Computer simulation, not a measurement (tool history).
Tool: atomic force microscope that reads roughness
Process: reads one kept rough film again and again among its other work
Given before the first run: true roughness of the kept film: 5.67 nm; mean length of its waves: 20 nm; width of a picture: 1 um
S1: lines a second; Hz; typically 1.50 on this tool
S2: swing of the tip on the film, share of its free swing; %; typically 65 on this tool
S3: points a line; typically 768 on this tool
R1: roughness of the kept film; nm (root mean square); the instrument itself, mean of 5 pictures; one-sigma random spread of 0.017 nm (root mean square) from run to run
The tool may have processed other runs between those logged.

run    hour    S1  S2   S3     R1
  1     0.0  1.50  65  768  3.200
       16.5  -- new tip fitted
  2    48.9  1.50  65  533  3.071
       66.0  -- new tip fitted
      115.5  -- new tip fitted
  3   117.3  1.50  65  533  3.944
      168.3  -- new tip fitted
  4   189.2  1.50  65  533  3.395
      217.9  -- new tip fitted
  5   253.2  1.50  65  386  3.192
      268.1  -- new tip fitted
  6   294.6  1.50  65  386  3.197
      318.6  -- new tip fitted
      368.4  -- new tip fitted
  7   368.4  0.68  65  768  4.163
  8   414.1  0.68  65  768  3.135
      418.3  -- new tip fitted
  9   450.5  1.50  65  768  3.172
      468.5  -- new tip fitted
 10   504.7  1.50  65  768  3.040
      518.8  -- new tip fitted
      568.5  -- new tip fitted
 11   582.3  1.50  65  768  3.646
      622.3  -- new tip fitted
 12   635.5  2.35  65  768  3.579
      672.1  -- new tip fitted
 13   705.6  2.35  65  768  3.001
      724.6  -- new tip fitted
 14   759.4  3.35  56  768  3.134
      777.1  -- new tip fitted
 15   804.8  3.35  60  768  3.149
      829.4  -- new tip fitted
 16   860.4  3.35  80  736  2.474
      883.9  -- new tip fitted
 17   905.6  3.35  80  736  2.627
      933.4  -- new tip fitted
 18   940.2  2.86  62  769  3.558
 19   973.5  1.50  65  309  2.946
      983.4  -- new tip fitted
 20  1008.7  1.50  65  309  3.236
     1033.1  -- new tip fitted
 21  1063.8  2.83  73  323  2.728
     1084.2  -- new tip fitted
 22  1121.0  1.60  85  709  2.723
     1135.3  -- new tip fitted
 23  1154.2  0.57  78  709  3.502
     1184.9  -- new tip fitted
 24  1200.5  0.57  78  709  3.616
     1236.2  -- new tip fitted
 25  1254.8  1.50  89  461  2.947

3 options for the next run, each taken on its own from the tool as it stands now. Forecast them:
     1287.9  -- new tip fitted
  A  1321.0  2.05  73  380   ?
     1287.9  -- new tip fitted
  B  1321.0  2.03  57  571   ?
     1287.9  -- new tip fitted
  C  1321.0  2.22  87  717   ?

run     R1
  A  2.831
  B  3.137
  C  2.488
Stripped of hidden state, with their random variation kept, the same runs would have yielded:
run     R1
  A  3.749
  B  4.154
  C  3.292
